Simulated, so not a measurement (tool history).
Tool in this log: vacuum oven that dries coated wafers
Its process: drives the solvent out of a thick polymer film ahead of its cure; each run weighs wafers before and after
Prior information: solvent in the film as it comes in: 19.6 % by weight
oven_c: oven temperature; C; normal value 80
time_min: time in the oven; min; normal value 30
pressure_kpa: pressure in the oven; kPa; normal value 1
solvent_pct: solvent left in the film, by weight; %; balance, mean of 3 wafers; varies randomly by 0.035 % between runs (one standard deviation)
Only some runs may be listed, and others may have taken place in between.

Run 1, day 0: usual settings. Result: solvent_pct 2.37 %.
Run 2, day 1.142: usual settings. Result: solvent_pct 2.42 %.
At day 1.542: oven's thermocouples calibrated.
Run 3, day 2.625: usual settings. Result: solvent_pct 2.56 %.
Run 4, day 4.196: usual settings but time_min 43 min. Result: solvent_pct 1.34 %.
Run 5, day 5.912: usual settings but oven_c 78 C, time_min 43 min. Result: solvent_pct 1.73 %.
Run 6, day 7.975: usual settings but oven_c 78 C, time_min 43 min. Result: solvent_pct 1.73 %.
Run 7, day 9.496: usual settings but oven_c 78 C, time_min 43 min. Result: solvent_pct 1.77 %.
Run 8, day 10.504: usual settings but oven_c 78 C, time_min 43 min. Result: solvent_pct 1.76 %.
At day 11.204: oven's thermocouples calibrated, once more.
Run 9, day 11.754: usual settings but oven_c 78 C, time_min 43 min. Result: solvent_pct 1.33 %.
Run 10, day 12.971: usual settings but time_min 18 min. Result: solvent_pct 4.37 %.
Run 11, day 14.4: usual settings but pressure_kpa 0.77 kPa. Result: solvent_pct 1.96 %.
Run 12, day 15.3: usual settings but pressure_kpa 0.77 kPa. Result: solvent_pct 1.98 %.
Run 13, day 17.112: usual settings but pressure_kpa 0.77 kPa. Result: solvent_pct 1.98 %.
Run 14, day 19.042: usual settings but pressure_kpa 0.77 kPa. Result: solvent_pct 2.03 %.
Run 15, day 20.088: usual settings but pressure_kpa 0.77 kPa. Result: solvent_pct 2.03 %.
Run 16, day 21.842: usual settings but pressure_kpa 0.77 kPa. Result: solvent_pct 1.99 %.
Run 17, day 24.008: usual settings but pressure_kpa 0.77 kPa. Result: solvent_pct 2.06 %.
Run 18, day 24.971: usual settings but time_min 15 min. Result: solvent_pct 5.54 %.
Run 19, day 26.95: usual settings but time_min 15 min. Result: solvent_pct 5.52 %.
Run 20, day 28.671: usual settings but oven_c 92 C. Result: solvent_pct 0.57 %.
Run 21, day 30.267: usual settings but oven_c 92 C. Result: solvent_pct 0.65 %.
Run 22, day 31.746: usual settings but pressure_kpa 1.08 kPa. Result: solvent_pct 2.19 %.
Run 23, day 32.896: usual settings but oven_c 90 C. Result: solvent_pct 0.74 %.
Run 24, day 35.1: usual settings but oven_c 90 C. Result: solvent_pct 0.71 %.
At day 36.467: vacuum gauge cleaned of residue and calibrated.
Run 25, day 36.833: usual settings but oven_c 81 C, time_min 22 min, pressure_kpa 1.06 kPa. Result: solvent_pct 3.2 %.
Run 26, day 38.962: usual settings but oven_c 92 C, pressure_kpa 1.61 kPa. Result: solvent_pct 0.68 %.
Run 27, day 40.738: usual settings but oven_c 92 C, pressure_kpa 1.61 kPa. Result: solvent_pct 0.73 %.
Run 28, day 42.779: usual settings but oven_c 83 C, time_min 27 min, pressure_kpa 3.46 kPa. Result: solvent_pct 2.7 %.
Run 29, day 44.633: usual settings but oven_c 83 C, time_min 27 min, pressure_kpa 3.46 kPa. Result: solvent_pct 2.69 %.
Run 30, day 46.233: usual settings but time_min 46 min, pressure_kpa 2.26 kPa. Result: solvent_pct 1.47 %.
Run 31, day 48.392: usual settings but oven_c 65 C, time_min 16 min, pressure_kpa 2.03 kPa. Result: solvent_pct 10.33 %.
Run 32, day 50.575: usual settings but time_min 25 min, pressure_kpa 3.79 kPa. Result: solvent_pct 3.88 %.
Run 33, day 52.804: usual settings but time_min 49 min, pressure_kpa 0.69 kPa. Result: solvent_pct 0.77 %.
Run 34, day 53.912: usual settings but oven_c 65 C, time_min 37 min, pressure_kpa 0.72 kPa. Result: solvent_pct 5.33 %.
Run 35, day 55.554: usual settings but oven_c 65 C, time_min 37 min, pressure_kpa 0.72 kPa. Result: solvent_pct 5.37 %.
Run 36, day 57.158: usual settings but time_min 34 min. Result: solvent_pct 1.71 %.
Run 37, day 58.588: usual settings but time_min 41 min, pressure_kpa 2.13 kPa. Result: solvent_pct 1.73 %.
Run 38, day 60.725: usual settings but time_min 41 min, pressure_kpa 2.13 kPa. Result: solvent_pct 1.72 %.
Run 39, day 62.008: usual settings but oven_c 71 C, pressure_kpa 0.77 kPa. Result: solvent_pct 4.67 %.
Run 40, day 64.075: usual settings but oven_c 71 C, pressure_kpa 0.77 kPa. Result: solvent_pct 4.62 %.
Run 41, day 65.733: usual settings but oven_c 77 C, pressure_kpa 2.5 kPa. Result: solvent_pct 3.6 %.
Run 42, day 67.754: usual settings but oven_c 88 C, time_min 20 min, pressure_kpa 3.2 kPa. Result: solvent_pct 2.74 %.
Run 43, day 68.979: usual settings but oven_c 93 C, time_min 20 min, pressure_kpa 0.95 kPa. Result: solvent_pct 1.26 %.
Run 44, day 71.046: usual settings but oven_c 79 C, pressure_kpa 2.64 kPa. Result: solvent_pct 3.12 %.
Run 45, day 72.746: usual settings but oven_c 77 C, pressure_kpa 0.59 kPa. Result: solvent_pct 2.85 %.
Run 46, day 74.088: usual settings but oven_c 91 C, time_min 42 min, pressure_kpa 3.88 kPa. Result: solvent_pct 1.16 %.
Run 47, day 76.162: usual settings but pressure_kpa 0.53 kPa. Result: solvent_pct 2.14 %.

Alternative continuations, all from the tool just after run 47; predict every row:
Run A, day 77.288: usual settings but time_min 39 min. Result: solvent_pct ?.
Run B, day 77.288: usual settings but time_min 27 min, pressure_kpa 0.89 kPa. Result: solvent_pct ?.
Run C, day 77.288: usual settings but oven_c 83 C, time_min 38 min, pressure_kpa 0.91 kPa. Result: solvent_pct ?.

run  solvent_pct
  A         1.46
  B         2.75
  C         1.04
Without the tool's hidden state the same runs would have given:
run  solvent_pct
  A         1.19
  B         2.35
  C         0.82
